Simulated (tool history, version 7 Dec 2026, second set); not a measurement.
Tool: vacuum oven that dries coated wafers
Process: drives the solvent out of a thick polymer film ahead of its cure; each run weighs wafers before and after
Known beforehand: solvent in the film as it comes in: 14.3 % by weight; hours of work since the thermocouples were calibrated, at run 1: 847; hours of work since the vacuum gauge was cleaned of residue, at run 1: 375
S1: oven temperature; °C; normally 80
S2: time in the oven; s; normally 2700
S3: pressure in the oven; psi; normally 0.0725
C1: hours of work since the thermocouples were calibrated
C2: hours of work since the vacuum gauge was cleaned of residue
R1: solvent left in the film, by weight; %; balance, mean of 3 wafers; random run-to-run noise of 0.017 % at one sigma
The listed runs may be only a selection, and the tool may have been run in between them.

run 1 hour=0 | S1=80 S2=2700 S3=0.0725 | C1=847 C2=375 | R1=2.33
run 2 hour=9.2 | S1=76 S2=2700 S3=0.0725 | C1=851 C2=380 | R1=3.37
run 3 hour=19.1 | S1=76 S2=2700 S3=0.0725 | C1=857 C2=385 | R1=3.41
run 4 hour=31.4 | S1=76 S2=2700 S3=0.0725 | C1=863 C2=392 | R1=3.42
run 5 hour=47.3 | S1=76 S2=2700 S3=0.0725 | C1=871 C2=400 | R1=3.39
run 6 hour=59.8 | S1=75 S2=2700 S3=0.0725 | C1=878 C2=407 | R1=3.71
run 7 hour=76.8 | S1=75 S2=2700 S3=0.0725 | C1=887 C2=416 | R1=3.69
run 8 hour=88 | S1=75 S2=2700 S3=0.0725 | C1=893 C2=422 | R1=3.68
run 9 hour=105.4 | S1=75 S2=2700 S3=0.0725 | C1=902 C2=431 | R1=3.67
run 10 hour=122.8 | S1=75 S2=2700 S3=0.0725 | C1=911 C2=440 | R1=3.71
run 11 hour=137.3 | S1=75 S2=2700 S3=0.0725 | C1=919 C2=448 | R1=3.69
run 12 hour=145.3 | S1=75 S2=2700 S3=0.0725 | C1=923 C2=452 | R1=3.71
run 13 hour=162 | S1=75 S2=2700 S3=0.0725 | C1=932 C2=461 | R1=3.66
run 14 hour=170.6 | S1=80 S2=2700 S3=0.0725 | C1=937 C2=465 | R1=2.31
run 15 hour=180 | S1=76 S2=2700 S3=0.0725 | C1=942 C2=470 | R1=3.4
run 16 hour=190.3 | S1=79 S2=2040 S3=0.2429 | C1=947 C2=476 | R1=3.97
run 17 hour=207.3 | S1=79 S2=2160 S3=0.1449 | C1=956 C2=485 | R1=3.59
run 18 hour=226.7 | S1=79 S2=2160 S3=0.1449 | C1=966 C2=495 | R1=3.58

What will run 19 give?
run 19 hour=237.2 | S1=84 S2=3900 S3=0.047 | C1=972 C2=500 | R1=?

Run 19 produced R1 0.59 %.
Minus the tool's unlogged condition, the same run would have read R1 0.59 %.
